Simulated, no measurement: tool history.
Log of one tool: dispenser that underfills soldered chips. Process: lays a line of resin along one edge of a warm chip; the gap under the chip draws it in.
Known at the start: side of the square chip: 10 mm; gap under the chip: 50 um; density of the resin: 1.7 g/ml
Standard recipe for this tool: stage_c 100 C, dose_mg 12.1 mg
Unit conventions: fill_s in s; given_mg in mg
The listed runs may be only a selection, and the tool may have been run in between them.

run,day,stage_c,dose_mg,fill_s,given_mg
1,0.000,100,12.1,183.5,11.30
2,0.492,89,12.1,237.1,11.02
3,0.858,89,12.1,162.4,11.02
4,1.112,104,12.1,134.1,11.03
5,1.500,104,12.1,87.1,12.08
6,1.738,104,12.1,123.8,11.95
7,2.108,104,12.1,85.2,12.01
8,2.708,100,12.1,84.2,11.82
9,3.062,86,12.1,242.6,11.77
10,3.517,86,12.1,182.8,11.80
11,4.058,100,12.1,95.6,11.56
12,4.379,100,12.1,153.0,11.66
13,4.796,100,11.1,116.3,10.55
14,5.133,100,11.1,188.9,10.45
15,5.529,100,12.1,132.7,11.28
16,5.975,100,12.1,103.3,11.26
17,6.438,100,12.1,81.8,11.12
18,6.946,100,13.8,169.9,12.62
19,7.529,97,14.9,167.1,14.83
20,7.771,107,13.0,67.3,12.89
21,8.300,96,11.6,219.4,11.34
22,8.750,96,11.6,171.5,11.38
23,9.075,85,11.9,178.0,11.62
24,9.567,85,11.9,154.1,11.56
25,9.938,85,11.9,261.7,11.41
26,10.421,98,12.7,127.4,12.05
27,10.958,112,10.6,74.1,9.96
28,11.500,112,10.6,67.6,10.03
29,11.850,111,14.0,107.3,12.96
30,12.292,87,12.0,206.8,11.11
31,12.771,87,13.8,167.9,12.61
32,13.179,103,12.1,172.7,11.07
33,13.617,87,15.3,223.8,15.21
34,13.988,87,15.3,162.5,15.13
35,14.233,91,13.7,200.7,13.62
36,14.525,106,12.9,70.9,12.75

Not shown: 28 entries that the log had between the listed runs. Between which runs, and how does the tool's hidden state differ before and after?
Run 1 -> run 2: new syringe of resin (day 0.100)
  resin's viscosity, % of fresh resin's: 207.2 -> 176.8; dose that the valve gives, % of what is set: 92.71 -> 91.94; true chip temperature over the reading, C: -2.32 -> -2.38
  measured value less the no-hidden-state value, fill_s: +103.7 -> +117.3 s; given_mg: -0.88 -> -0.98 mg
Run 2 -> run 3: new syringe of resin (day 0.721)
  resin's viscosity, % of fresh resin's: 176.8 -> 121.6; dose that the valve gives, % of what is set: 91.94 -> 91.4; true chip temperature over the reading, C: -2.38 -> -2.42
  measured value less the no-hidden-state value, fill_s: +117.3 -> +43.5 s; given_mg: -0.98 -> -1.04 mg
Run 4 -> run 5: new syringe of resin (day 1.362); dispensing valve cleaned and set on the balance (day 1.438)
  resin's viscosity, % of fresh resin's: 175.9 -> 115.6; dose that the valve gives, % of what is set: 91.01 -> 99.8; true chip temperature over the reading, C: -2.46 -> -2.5
  measured value less the no-hidden-state value, fill_s: +65.9 -> +18.2 s; given_mg: -1.09 -> -0.03 mg
Run 6 -> run 7: new syringe of resin (day 2.029)
  resin's viscosity, % of fresh resin's: 163 -> 112.6; dose that the valve gives, % of what is set: 99.43 -> 98.89; true chip temperature over the reading, C: -2.53 -> -2.57
  measured value less the no-hidden-state value, fill_s: +54.6 -> +16.3 s; given_mg: -0.07 -> -0.13 mg
Run 7 -> run 8: stage's temperature calibrated (day 2.483); new syringe of resin (day 2.675)
  resin's viscosity, % of fresh resin's: 112.6 -> 105.5; dose that the valve gives, % of what is set: 98.89 -> 98.06; true chip temperature over the reading, C: -2.57 -> 0
  measured value less the no-hidden-state value, fill_s: +16.3 -> +4.7 s; given_mg: -0.13 -> -0.24 mg
Run 9 -> run 10: new syringe of resin (day 3.321)
  resin's viscosity, % of fresh resin's: 176.2 -> 134.5; dose that the valve gives, % of what is set: 97.5 -> 96.81; true chip temperature over the reading, C: -0.05 -> -0.1
  measured value less the no-hidden-state value, fill_s: +106.0 -> +48.5 s; given_mg: -0.30 -> -0.39 mg
Run 10 -> run 11: new syringe of resin (day 3.950)
  resin's viscosity, % of fresh resin's: 134.5 -> 116.7; dose that the valve gives, % of what is set: 96.81 -> 95.98; true chip temperature over the reading, C: -0.1 -> -0.17
  measured value less the no-hidden-state value, fill_s: +48.5 -> +14.8 s; given_mg: -0.39 -> -0.49 mg
Run 12 -> run 13: new syringe of resin (day 4.554)
  resin's viscosity, % of fresh resin's: 186.7 -> 139.1; dose that the valve gives, % of what is set: 95.51 -> 94.88; true chip temperature over the reading, C: -0.21 -> -0.27
  measured value less the no-hidden-state value, fill_s: +72.4 -> +34.8 s; given_mg: -0.54 -> -0.58 mg
Run 14 -> run 15: new syringe of resin (day 5.188)
  resin's viscosity, % of fresh resin's: 227.6 -> 163.8; dose that the valve gives, % of what is set: 94.37 -> 93.76; true chip temperature over the reading, C: -0.31 -> -0.36
  measured value less the no-hidden-state value, fill_s: +108.4 -> +54.1 s; given_mg: -0.62 -> -0.75 mg
Run 15 -> run 16: new syringe of resin (day 5.804)
  resin's viscosity, % of fresh resin's: 163.8 -> 125.5; dose that the valve gives, % of what is set: 93.76 -> 93.05; true chip temperature over the reading, C: -0.36 -> -0.41
  measured value less the no-hidden-state value, fill_s: +54.1 -> +23.6 s; given_mg: -0.75 -> -0.85 mg
Run 16 -> run 17: new syringe of resin (day 6.438)
  resin's viscosity, % of fresh resin's: 125.5 -> 100.2; dose that the valve gives, % of what is set: 93.05 -> 92.33; true chip temperature over the reading, C: -0.41 -> -0.46
  measured value less the no-hidden-state value, fill_s: +23.6 -> +3.1 s; given_mg: -0.85 -> -0.93 mg
Run 18 -> run 19: new syringe of resin (day 7.058); dispensing valve cleaned and set on the balance (day 7.454)
  resin's viscosity, % of fresh resin's: 209.4 -> 187.2; dose that the valve gives, % of what is set: 91.54 -> 99.77; true chip temperature over the reading, C: -0.52 -> -0.59
  measured value less the no-hidden-state value, fill_s: +91.3 -> +79.4 s; given_mg: -1.17 -> -0.04 mg
Run 19 -> run 20: new syringe of resin (day 7.733)
  resin's viscosity, % of fresh resin's: 187.2 -> 105.1; dose that the valve gives, % of what is set: 99.77 -> 99.39; true chip temperature over the reading, C: -0.59 -> -0.63
  measured value less the no-hidden-state value, fill_s: +79.4 -> +4.7 s; given_mg: -0.04 -> -0.08 mg
Run 21 -> run 22: new syringe of resin (day 8.338)
  resin's viscosity, % of fresh resin's: 226.9 -> 179.7; dose that the valve gives, % of what is set: 98.52 -> 97.85; true chip temperature over the reading, C: -0.69 -> -0.75
  measured value less the no-hidden-state value, fill_s: +125.3 -> +79.3 s; given_mg: -0.17 -> -0.25 mg
Run 22 -> run 23: new syringe of resin (day 8.938)
  resin's viscosity, % of fresh resin's: 179.7 -> 121.6; dose that the valve gives, % of what is set: 97.85 -> 97.39; true chip temperature over the reading, C: -0.75 -> -0.79
  measured value less the no-hidden-state value, fill_s: +79.3 -> +36.9 s; given_mg: -0.25 -> -0.31 mg
Run 23 -> run 24: new syringe of resin (day 9.558)
  resin's viscosity, % of fresh resin's: 121.6 -> 102.9; dose that the valve gives, % of what is set: 97.39 -> 96.66; true chip temperature over the reading, C: -0.79 -> -0.85
  measured value less the no-hidden-state value, fill_s: +36.9 -> +10.4 s; given_mg: -0.31 -> -0.40 mg
Run 25 -> run 26: new syringe of resin (day 10.175)
  resin's viscosity, % of fresh resin's: 176.2 -> 144.1; dose that the valve gives, % of what is set: 96.05 -> 95.25; true chip temperature over the reading, C: -0.9 -> -0.96
  measured value less the no-hidden-state value, fill_s: +119.8 -> +43.0 s; given_mg: -0.47 -> -0.60 mg
Run 26 -> run 27: new syringe of resin (day 10.783)
  resin's viscosity, % of fresh resin's: 144.1 -> 128.7; dose that the valve gives, % of what is set: 95.25 -> 94.42; true chip temperature over the reading, C: -0.96 -> -1.03
  measured value less the no-hidden-state value, fill_s: +43.0 -> +19.7 s; given_mg: -0.60 -> -0.59 mg
Run 27 -> run 28: new syringe of resin (day 11.404)
  resin's viscosity, % of fresh resin's: 128.7 -> 116.1; dose that the valve gives, % of what is set: 94.42 -> 93.58; true chip temperature over the reading, C: -1.03 -> -1.09
  measured value less the no-hidden-state value, fill_s: +19.7 -> +12.9 s; given_mg: -0.59 -> -0.69 mg
Run 29 -> run 30: new syringe of resin (day 12.017)
  resin's viscosity, % of fresh resin's: 193 -> 147.3; dose that the valve gives, % of what is set: 93.03 -> 92.33; true chip temperature over the reading, C: -1.14 -> -1.2
  measured value less the no-hidden-state value, fill_s: +54.2 -> +75.5 s; given_mg: -0.97 -> -0.92 mg
Run 30 -> run 31: new syringe of resin (day 12.621)
  resin's viscosity, % of fresh resin's: 147.3 -> 123.6; dose that the valve gives, % of what is set: 92.33 -> 91.6; true chip temperature over the reading, C: -1.2 -> -1.25
  measured value less the no-hidden-state value, fill_s: +75.5 -> +39.9 s; given_mg: -0.92 -> -1.16 mg
Run 32 -> run 33: new syringe of resin (day 13.221); dispensing valve cleaned and set on the balance (day 13.438)
  resin's viscosity, % of fresh resin's: 222.9 -> 167.6; dose that the valve gives, % of what is set: 90.96 -> 99.71; true chip temperature over the reading, C: -1.31 -> -1.35
  measured value less the no-hidden-state value, fill_s: +100.4 -> +97.5 s; given_mg: -1.09 -> -0.05 mg
Run 33 -> run 34: new syringe of resin (day 13.871)
  resin's viscosity, % of fresh resin's: 167.6 -> 121.6; dose that the valve gives, % of what is set: 99.71 -> 99.14; true chip temperature over the reading, C: -1.35 -> -1.4
  measured value less the no-hidden-state value, fill_s: +97.5 -> +36.1 s; given_mg: -0.05 -> -0.14 mg
Run 35 -> run 36: new syringe of resin (day 14.500)
  resin's viscosity, % of fresh resin's: 173.9 -> 104.4; dose that the valve gives, % of what is set: 98.7 -> 98.28; true chip temperature over the reading, C: -1.43 -> -1.47
  measured value less the no-hidden-state value, fill_s: +91.4 -> +6.6 s; given_mg: -0.17 -> -0.22 mg

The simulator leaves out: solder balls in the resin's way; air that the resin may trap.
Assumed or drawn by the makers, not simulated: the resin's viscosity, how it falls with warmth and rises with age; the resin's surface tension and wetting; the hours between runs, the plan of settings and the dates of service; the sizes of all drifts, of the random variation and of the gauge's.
